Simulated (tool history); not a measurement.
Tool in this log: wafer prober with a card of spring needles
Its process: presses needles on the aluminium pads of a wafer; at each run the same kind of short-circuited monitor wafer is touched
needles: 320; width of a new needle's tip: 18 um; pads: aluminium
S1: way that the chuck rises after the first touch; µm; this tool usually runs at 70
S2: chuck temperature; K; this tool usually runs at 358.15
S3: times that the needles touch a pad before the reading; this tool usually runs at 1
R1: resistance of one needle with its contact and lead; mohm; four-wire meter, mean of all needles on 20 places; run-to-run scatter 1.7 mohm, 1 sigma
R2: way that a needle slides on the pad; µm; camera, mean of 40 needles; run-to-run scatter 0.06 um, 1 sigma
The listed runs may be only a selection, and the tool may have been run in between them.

run	hour	S1	S2	S3	R1	R2
1	0.0	70	358.15	1	181	9.37
# hour 9.6: tips cleaned on abrasive film
# hour 19.4: tips cleaned on abrasive film
2	24.0	70	358.15	1	204	9.32
# hour 30.5: tips cleaned on abrasive film
# hour 40.3: tips cleaned on abrasive film
3	49.6	70	358.15	1	219	9.32
# hour 52.2: tips cleaned on abrasive film
# hour 64.4: tips cleaned on abrasive film
# hour 76.6: tips cleaned on abrasive film
# hour 88.4: tips cleaned on abrasive film
4	92.6	70	358.15	1	198	9.24
# hour 99.5: tips cleaned on abrasive film
# hour 111.4: tips cleaned on abrasive film
# hour 123.0: tips cleaned on abrasive film
5	125.4	70	358.15	1	192	9.14
# hour 135.2: tips cleaned on abrasive film
# hour 145.0: tips cleaned on abrasive film
6	154.6	70	358.15	1	224	9.28
# hour 157.2: tips cleaned on abrasive film
# hour 169.3: tips cleaned on abrasive film
# hour 179.1: tips cleaned on abrasive film
7	184.6	89	358.15	1	195	11.70
# hour 189.4: tips cleaned on abrasive film
# hour 199.2: tips cleaned on abrasive film
# hour 209.0: tips cleaned on abrasive film
8	211.2	89	358.15	1	183	11.68
# hour 220.8: tips cleaned on abrasive film
# hour 232.3: tips cleaned on abrasive film
# hour 242.1: tips cleaned on abrasive film
# hour 247.3: height of the first contact set anew
9	249.7	70	358.15	2	200	9.41
# hour 254.3: tips cleaned on abrasive film
# hour 266.0: tips cleaned on abrasive film
# hour 268.5: tips cleaned on abrasive film, once more
# hour 280.7: tips cleaned on abrasive film
10	288.4	70	358.15	3	186	9.44
# hour 290.8: tips cleaned on abrasive film
# hour 300.6: tips cleaned on abrasive film
# hour 312.5: tips cleaned on abrasive film
11	316.9	70	358.15	1	210	9.32
# hour 324.3: tips cleaned on abrasive film
# hour 334.1: tips cleaned on abrasive film
12	339.2	70	358.15	1	207	9.30
# hour 344.2: tips cleaned on abrasive film
# hour 356.0: tips cleaned on abrasive film
13	363.1	70	358.15	1	222	9.39
# hour 367.7: tips cleaned on abrasive film
# hour 379.2: tips cleaned on abrasive film
# hour 390.6: tips cleaned on abrasive film
14	396.4	52	358.15	1	257	6.81
# hour 400.8: tips cleaned on abrasive film
# hour 410.6: tips cleaned on abrasive film
# hour 420.5: tips cleaned on abrasive film
15	420.5	52	358.15	1	188	6.79
# hour 432.6: tips cleaned on abrasive film
# hour 444.7: tips cleaned on abrasive film
# hour 456.2: tips cleaned on abrasive film
16	465.2	52	358.15	1	283	6.77
# hour 467.8: tips cleaned on abrasive film
# hour 479.0: tips cleaned on abrasive film
# hour 490.5: tips cleaned on abrasive film
17	491.8	86	311.15	1	171	11.19
# hour 501.6: tips cleaned on abrasive film
# hour 511.4: tips cleaned on abrasive film
# hour 521.2: tips cleaned on abrasive film
18	524.9	72	358.15	2	189	9.39
# hour 532.3: tips cleaned on abrasive film
# hour 543.9: tips cleaned on abrasive film
# hour 548.8: height of the first contact set anew
# hour 556.1: tips cleaned on abrasive film
19	565.3	72	358.15	2	203	9.69
# hour 567.8: tips cleaned on abrasive film
# hour 577.6: tips cleaned on abrasive film
# hour 589.2: tips cleaned on abrasive film
20	590.2	72	358.15	2	179	9.73
# hour 600.0: tips cleaned on abrasive film
# hour 610.0: tips cleaned on abrasive film
21	610.0	72	358.15	2	173	9.60
# hour 621.8: tips cleaned on abrasive film
22	631.1	72	358.15	2	205	9.66
# hour 633.7: tips cleaned on abrasive film
# hour 644.9: tips cleaned on abrasive film
23	653.2	52	368.15	3	211	6.88
# hour 655.8: tips cleaned on abrasive film
# hour 665.6: tips cleaned on abrasive film
# hour 677.5: tips cleaned on abrasive film
# hour 689.6: tips cleaned on abrasive film
24	691.4	52	368.15	2	206	6.90
# hour 701.2: tips cleaned on abrasive film
# hour 712.6: tips cleaned on abrasive film
# hour 724.7: tips cleaned on abrasive film
25	731.6	52	368.15	2	239	6.73
# hour 736.5: tips cleaned on abrasive film
# hour 748.3: tips cleaned on abrasive film
26	753.4	61	376.15	2	217	7.98
# hour 758.4: tips cleaned on abrasive film
# hour 770.6: tips cleaned on abrasive film
27	780.2	61	376.15	2	233	7.96
# hour 782.8: tips cleaned on abrasive film
# hour 794.9: tips cleaned on abrasive film
# hour 806.7: tips cleaned on abrasive film
28	807.4	61	376.15	2	186	7.88

Branching from run 28: 3 alternative next runs. What would each branch give?
# hour 816.8: tips cleaned on abrasive film
# hour 828.5: tips cleaned on abrasive film
# hour 839.8: tips cleaned on abrasive film
# hour 848.4: height of the first contact set anew
A	848.4	83	376.15	2	?	?
# hour 816.8: tips cleaned on abrasive film
# hour 828.5: tips cleaned on abrasive film
# hour 839.8: tips cleaned on abrasive film
# hour 848.4: height of the first contact set anew
B	848.4	70	358.15	2	?	?
# hour 816.8: tips cleaned on abrasive film
# hour 828.5: tips cleaned on abrasive film
# hour 839.8: tips cleaned on abrasive film
# hour 848.4: height of the first contact set anew
C	848.4	61	319.15	1	?	?

run	R1	R2
A	197	11.16
B	202	9.54
C	251	8.29
Had the tool no hidden state, the same runs would have come out as:
run	R1	R2
A	169	11.16
B	164	9.54
C	165	8.29
